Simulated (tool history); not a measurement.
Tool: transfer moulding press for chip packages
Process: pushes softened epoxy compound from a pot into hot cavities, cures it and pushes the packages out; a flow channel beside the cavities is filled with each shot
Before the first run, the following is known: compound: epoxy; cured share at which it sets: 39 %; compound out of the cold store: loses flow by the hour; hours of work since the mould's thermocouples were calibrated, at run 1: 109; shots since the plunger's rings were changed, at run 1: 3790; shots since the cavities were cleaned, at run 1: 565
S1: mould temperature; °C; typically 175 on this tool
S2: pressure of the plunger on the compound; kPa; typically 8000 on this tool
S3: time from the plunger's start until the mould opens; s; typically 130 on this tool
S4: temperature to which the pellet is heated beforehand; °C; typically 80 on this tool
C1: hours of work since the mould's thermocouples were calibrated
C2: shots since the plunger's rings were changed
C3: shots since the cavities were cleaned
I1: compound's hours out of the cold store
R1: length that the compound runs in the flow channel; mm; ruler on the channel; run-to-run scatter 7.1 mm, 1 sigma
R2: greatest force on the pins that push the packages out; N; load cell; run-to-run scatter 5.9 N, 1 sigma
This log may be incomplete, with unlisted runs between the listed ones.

{"run": 1, "hour": 0.0, "S1": 175, "S2": 8000, "S3": 130, "S4": 80, "C1": 109, "C2": 3790, "C3": 565, "I1": 37.9, "R1": 747, "R2": 219}
{"hour": 4.5, "done": "cavities cleaned with cleaning compound and waxed"}
{"run": 2, "hour": 14.3, "S1": 175, "S2": 8000, "S3": 130, "S4": 80, "C1": 116, "C2": 3892, "C3": 78, "I1": 25.2, "R1": 793, "R2": 218}
{"run": 3, "hour": 36.0, "S1": 175, "S2": 8000, "S3": 130, "S4": 80, "C1": 128, "C2": 4067, "C3": 253, "I1": 44.4, "R1": 738, "R2": 211}
{"run": 4, "hour": 48.9, "S1": 175, "S2": 8000, "S3": 130, "S4": 80, "C1": 135, "C2": 4172, "C3": 358, "I1": 25.8, "R1": 766, "R2": 207}
{"run": 5, "hour": 59.8, "S1": 175, "S2": 8000, "S3": 130, "S4": 80, "C1": 141, "C2": 4259, "C3": 445, "I1": 13.3, "R1": 805, "R2": 228}
{"hour": 79.4, "done": "cavities cleaned with cleaning compound and waxed"}
{"run": 6, "hour": 79.4, "S1": 175, "S2": 8000, "S3": 130, "S4": 80, "C1": 152, "C2": 4405, "C3": 0, "I1": 45.9, "R1": 735, "R2": 212}
{"run": 7, "hour": 102.7, "S1": 175, "S2": 6650, "S3": 129, "S4": 79, "C1": 165, "C2": 4592, "C3": 187, "I1": 42.5, "R1": 675, "R2": 213}
{"run": 8, "hour": 120.6, "S1": 173, "S2": 8000, "S3": 156, "S4": 84, "C1": 175, "C2": 4737, "C3": 332, "I1": 18.6, "R1": 797, "R2": 188}
{"run": 9, "hour": 137.3, "S1": 181, "S2": 6780, "S3": 156, "S4": 84, "C1": 184, "C2": 4871, "C3": 466, "I1": 40.5, "R1": 673, "R2": 170}
{"run": 10, "hour": 147.4, "S1": 172, "S2": 8000, "S3": 156, "S4": 80, "C1": 190, "C2": 4952, "C3": 547, "I1": 35.0, "R1": 776, "R2": 205}

4 options for the next run, each taken on its own from the tool as it stands now. Forecast them:
{"hour": 155.2, "done": "cavities cleaned with cleaning compound and waxed"}
{"run": "A", "hour": 161.9, "S1": 175, "S2": 9170, "S3": 138, "S4": 80, "C1": 197, "C2": 5057, "C3": 54, "I1": 30.7, "R1": "?", "R2": "?"}
{"hour": 155.2, "done": "cavities cleaned with cleaning compound and waxed"}
{"run": "B", "hour": 161.9, "S1": 169, "S2": 8660, "S3": 130, "S4": 80, "C1": 197, "C2": 5057, "C3": 54, "I1": 37.5, "R1": "?", "R2": "?"}
{"hour": 155.2, "done": "cavities cleaned with cleaning compound and waxed"}
{"run": "C", "hour": 161.9, "S1": 172, "S2": 7740, "S3": 156, "S4": 80, "C1": 197, "C2": 5057, "C3": 54, "I1": 22.6, "R1": "?", "R2": "?"}
{"hour": 155.2, "done": "cavities cleaned with cleaning compound and waxed"}
{"run": "D", "hour": 161.9, "S1": 172, "S2": 8000, "S3": 156, "S4": 86, "C1": 197, "C2": 5057, "C3": 54, "I1": 8.9, "R1": "?", "R2": "?"}

run=A R1=821 R2=201
run=B R1=788 R2=329
run=C R1=774 R2=187
run=D R1=822 R2=210
Take away the tool's hidden state, keep each run's random variation, and the runs would have read:
run=A R1=822 R2=201
run=B R1=789 R2=328
run=C R1=775 R2=187
run=D R1=823 R2=209

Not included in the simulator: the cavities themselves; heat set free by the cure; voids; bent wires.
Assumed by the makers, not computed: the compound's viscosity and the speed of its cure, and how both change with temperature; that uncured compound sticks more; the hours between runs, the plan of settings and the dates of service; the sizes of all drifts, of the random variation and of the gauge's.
